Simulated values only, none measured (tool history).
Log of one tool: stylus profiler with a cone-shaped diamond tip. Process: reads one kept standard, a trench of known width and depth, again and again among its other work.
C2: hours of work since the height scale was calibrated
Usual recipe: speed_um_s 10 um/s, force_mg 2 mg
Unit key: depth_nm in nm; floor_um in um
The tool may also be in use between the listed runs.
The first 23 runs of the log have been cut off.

At hour 842.1: height scale calibrated on a step standard.
Run 24, hour 858.6: usual settings but speed_um_s 3 um/s, force_mg 0.79 mg; scans with this tip 5724; C2 11. Result: depth_nm 1003.61 nm, floor_um 92.84 um.
Run 25, hour 910.2: usual settings but speed_um_s 3 um/s, force_mg 0.79 mg; scans with this tip 5878; C2 46. Result: depth_nm 1003.89 nm, floor_um 92.85 um.
Run 26, hour 952.2: usual settings but speed_um_s 3 um/s, force_mg 0.79 mg; scans with this tip 6003; C2 74. Result: depth_nm 1003.76 nm, floor_um 92.87 um.
Run 27, hour 984.8: usual settings but speed_um_s 3 um/s, force_mg 0.79 mg; scans with this tip 6100; C2 96. Result: depth_nm 1003.69 nm, floor_um 92.8 um.
Run 28, hour 1016.2: usual settings but speed_um_s 4 um/s, force_mg 1.52 mg; scans with this tip 6194; C2 117. Result: depth_nm 1005.84 nm, floor_um 92.83 um.
Run 29, hour 1056.1: usual settings but speed_um_s 22 um/s, force_mg 2.28 mg; scans with this tip 6313; C2 144. Result: depth_nm 1007.57 nm, floor_um 92.74 um.
Run 30, hour 1101.7: usual settings but speed_um_s 22 um/s, force_mg 2.28 mg; scans with this tip 6449; C2 174. Result: depth_nm 1007.76 nm, floor_um 92.7 um.
Run 31, hour 1155.7: usual settings but speed_um_s 7 um/s, force_mg 0.73 mg; scans with this tip 6610; C2 210. Result: depth_nm 1003.5 nm, floor_um 92.64 um.
Run 32, hour 1202.5: usual settings but speed_um_s 15 um/s, force_mg 1 mg; scans with this tip 6749; C2 242. Result: depth_nm 1004.09 nm, floor_um 92.66 um.
Run 33, hour 1247.6: usual settings but speed_um_s 8 um/s, force_mg 2.29 mg; scans with this tip 6884; C2 272. Result: depth_nm 1007.28 nm, floor_um 92.61 um.
Run 34, hour 1276.3: usual settings but speed_um_s 8 um/s, force_mg 0.86 mg; scans with this tip 6969; C2 291. Result: depth_nm 1003.7 nm, floor_um 92.63 um.
Run 35, hour 1308.1: usual settings but speed_um_s 8 um/s, force_mg 0.86 mg; scans with this tip 7064; C2 313. Result: depth_nm 1003.58 nm, floor_um 92.57 um.
Run 36, hour 1331: usual settings but speed_um_s 8 um/s, force_mg 0.86 mg; scans with this tip 7132; C2 328. Result: depth_nm 1003.38 nm, floor_um 92.56 um.
Run 37, hour 1356.4: usual settings but speed_um_s 5 um/s, force_mg 0.79 mg; scans with this tip 7208; C2 345. Result: depth_nm 1003.24 nm, floor_um 92.59 um.
Run 38, hour 1409.1: usual settings but speed_um_s 5 um/s; scans with this tip 7365; C2 380. Result: depth_nm 1006.57 nm, floor_um 92.58 um.
Run 39, hour 1445.3: usual settings but speed_um_s 40 um/s, force_mg 1.21 mg; scans with this tip 7473; C2 405. Result: depth_nm 1004.65 nm, floor_um 92.37 um.
Run 40, hour 1498.1: usual settings but speed_um_s 25 um/s, force_mg 2.88 mg; scans with this tip 7630; C2 440. Result: depth_nm 1008.39 nm, floor_um 92.42 um.
Run 41, hour 1533.5: usual settings but speed_um_s 25 um/s, force_mg 2.88 mg; scans with this tip 7736; C2 464. Result: depth_nm 1008.38 nm, floor_um 92.47 um.
Run 42, hour 1574.8: usual settings but speed_um_s 25 um/s, force_mg 2.88 mg; scans with this tip 7859; C2 492. Result: depth_nm 1008.47 nm, floor_um 92.47 um.
Run 43, hour 1607.9: usual settings but speed_um_s 25 um/s, force_mg 2.88 mg; scans with this tip 7958; C2 514. Result: depth_nm 1008.33 nm, floor_um 92.45 um.

Consider 4 possible next runs. They are alternatives, not a sequence: every one starts from the tool as it was left by run 43. What does each give?
Run A, hour 1631.8: usual settings but speed_um_s 14 um/s, force_mg 3.35 mg; scans with this tip 8029; C2 530. Result: depth_nm ?, floor_um ?.
Run B, hour 1631.8: usual settings but speed_um_s 4 um/s, force_mg 2.19 mg; scans with this tip 8029; C2 530. Result: depth_nm ?, floor_um ?.
Run C, hour 1631.8: usual settings but speed_um_s 4 um/s, force_mg 1.46 mg; scans with this tip 8029; C2 530. Result: depth_nm ?, floor_um ?.
Run D, hour 1631.8: usual settings but speed_um_s 32 um/s; scans with this tip 8029; C2 530. Result: depth_nm ?, floor_um ?.

run  depth_nm  floor_um
  A   1009.45      92.4
  B   1006.83      92.5
  C    1005.2     92.49
  D   1006.36     92.39
Had the tool no hidden state, the same runs would have come out as:
run  depth_nm  floor_um
  A   1010.17     93.93
  B   1007.55     94.02
  C   1005.92     94.02
  D   1007.08     93.91
